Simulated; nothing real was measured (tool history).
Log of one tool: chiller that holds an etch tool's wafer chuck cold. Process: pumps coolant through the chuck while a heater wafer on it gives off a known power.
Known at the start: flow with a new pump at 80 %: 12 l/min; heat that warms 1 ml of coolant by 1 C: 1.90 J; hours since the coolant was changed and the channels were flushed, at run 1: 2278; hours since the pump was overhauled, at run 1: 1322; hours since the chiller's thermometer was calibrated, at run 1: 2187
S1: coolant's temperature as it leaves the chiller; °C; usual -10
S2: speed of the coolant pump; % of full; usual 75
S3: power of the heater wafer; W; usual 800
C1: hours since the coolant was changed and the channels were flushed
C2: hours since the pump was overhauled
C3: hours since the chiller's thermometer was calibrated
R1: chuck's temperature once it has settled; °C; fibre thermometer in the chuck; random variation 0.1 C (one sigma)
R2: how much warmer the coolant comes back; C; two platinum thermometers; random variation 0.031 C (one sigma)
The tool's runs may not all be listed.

run,day,S1,S2,S3,C1,C2,C3,R1,R2
1,0.000,-10,75,800,2278,1322,2187,-3.8,2.37
2,0.617,-10,75,800,2293,1337,2202,-4.0,2.36
3,1.204,-10,75,635,2307,1351,2216,-5.0,1.89
4,2.442,-10,75,800,2337,1381,2246,-3.7,2.34
5,3.229,-10,75,800,2356,1400,2265,-3.7,2.41
6,3.888,-10,73,800,2372,1416,2281,-3.8,2.45
7,4.912,-10,73,800,2396,1440,2305,-3.7,2.43
8,6.079,-10,73,800,2424,1468,2333,-3.5,2.39
9,7.029,-10,73,800,2447,1491,2356,-3.6,2.45
10,7.896,-10,73,800,2468,1512,2377,-3.7,2.51
11,9.138,-10,75,1104,2498,1542,2407,-1.3,3.26
12,10.262,-13,75,800,2525,1569,2434,-6.6,2.38
13,11.150,-13,75,800,2546,1590,2455,-6.7,2.39
14,12.558,-13,75,800,2580,1624,2489,-6.6,2.37
15,13.421,-2,75,800,2601,1644,2510,4.3,2.39
16,14.196,-17,79,669,2619,1663,2528,-11.9,1.88
17,15.112,-17,79,669,2641,1685,2550,-11.8,1.91
18,16.346,-17,78,444,2671,1715,2580,-13.5,1.30
19,17.117,-16,87,885,2689,1733,2598,-9.9,2.21
20,17.821,-13,73,800,2706,1750,2615,-6.6,2.49
21,18.579,-8,75,800,2724,1768,2633,-1.8,2.38
22,19.792,-8,75,800,2753,1797,2662,-1.3,2.36
23,20.696,-8,75,800,2775,1819,2684,-1.6,2.40
24,21.704,-19,75,530,2799,1843,2708,-14.6,1.55
25,23.046,-20,92,811,2832,1875,2740,-14.2,1.92
26,24.225,0,80,1188,2860,1904,2769,9.1,3.29
27,25.167,-6,80,1188,2882,1926,2791,3.1,3.29
28,26.254,-10,67,643,2909,1952,2817,-4.4,2.25
29,27.050,-10,67,643,2928,1972,2837,-4.4,2.20

3 ways to go on from here, each from the tool as it stands after run 29. What would each give?
A,27.946,-10,73,643,2949,1993,2858,?,?
B,27.946,-10,67,415,2949,1993,2858,?,?
C,27.946,-14,75,574,2949,1993,2858,?,?

run,R1,R2
A,-4.6,2.03
B,-6.4,1.44
C,-9.5,1.73
Without the tool's hidden state the same runs would have given:
run,R1,R2
A,-5.3,1.92
B,-7.0,1.36
C,-10.2,1.64
